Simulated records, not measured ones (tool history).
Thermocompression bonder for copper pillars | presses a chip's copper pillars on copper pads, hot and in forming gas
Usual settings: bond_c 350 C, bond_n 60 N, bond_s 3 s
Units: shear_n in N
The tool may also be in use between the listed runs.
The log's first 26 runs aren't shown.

run     day  bond_c  bond_n  bond_s  shear_n
      9.167  -- forming gas filter changed
 27   9.308     362      83       2     49.6
 28   9.654     333      56       2     26.3
 29   9.875     375      39       8     49.9
 30  10.171     356      70       3     47.2
 31  10.617     324      44       2     18.5
 32  10.875     361      50       2     32.7
 33  11.204     361      75       3     50.6
 34  11.638     323      40       7     28.5

The next listed run, before its measurement:
 35  12.071     330      62       5        ?

shear_n: 39.2 N
Without the tool's hidden state the same run would have given shear_n 39.5 N.
